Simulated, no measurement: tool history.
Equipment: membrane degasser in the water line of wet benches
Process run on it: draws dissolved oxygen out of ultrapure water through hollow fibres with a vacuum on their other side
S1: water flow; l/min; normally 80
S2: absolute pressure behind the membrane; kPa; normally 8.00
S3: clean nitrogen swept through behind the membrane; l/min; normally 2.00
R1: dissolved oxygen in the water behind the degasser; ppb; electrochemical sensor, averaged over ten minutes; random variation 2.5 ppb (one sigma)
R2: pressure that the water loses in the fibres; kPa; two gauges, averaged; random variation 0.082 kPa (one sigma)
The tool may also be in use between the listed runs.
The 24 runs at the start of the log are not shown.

| run | hour | S1 | S2 | S3 | R1 | R2 |
|---|---|---|---|---|---|---|
| 25 | 1373.4 | 80 | 8.00 | 4.79 | 437.7 | 30.48 |
| 26 | 1410.7 | 48 | 8.48 | 2.35 | 327.3 | 18.36 |
| 27 | 1487.5 | 48 | 8.48 | 2.35 | 327.1 | 18.15 |
| 28 | 1546.3 | 48 | 18.58 | 2.57 | 688.2 | 18.27 |
| 29 | 1593.5 | 52 | 5.25 | 1.08 | 298.9 | 19.78 |
| 30 | 1630.4 | 80 | 19.77 | 2.13 | 1329.0 | 30.39 |
| 31 | 1701.6 | 84 | 6.33 | 2.00 | 529.7 | 32.01 |
| 32 | 1781.7 | 84 | 6.33 | 0.90 | 706.6 | 31.85 |

Branching from run 32: 3 alternative next runs. What would each branch give?
| A | 1850.6 | 51 | 13.12 | 1.71 | ? | ? |
| B | 1850.6 | 58 | 6.33 | 0.80 | ? | ? |
| C | 1850.6 | 77 | 6.42 | 1.14 | ? | ? |

| run | R1 | R2 |
|---|---|---|
| A | 688.1 | 19.32 |
| B | 518.2 | 22.09 |
| C | 598.2 | 29.25 |
Take away the tool's hidden state, keep each run's random variation, and the runs would have read:
| run | R1 | R2 |
|---|---|---|
| A | 687.9 | 19.69 |
| B | 518.0 | 22.51 |
| C | 598.0 | 29.81 |
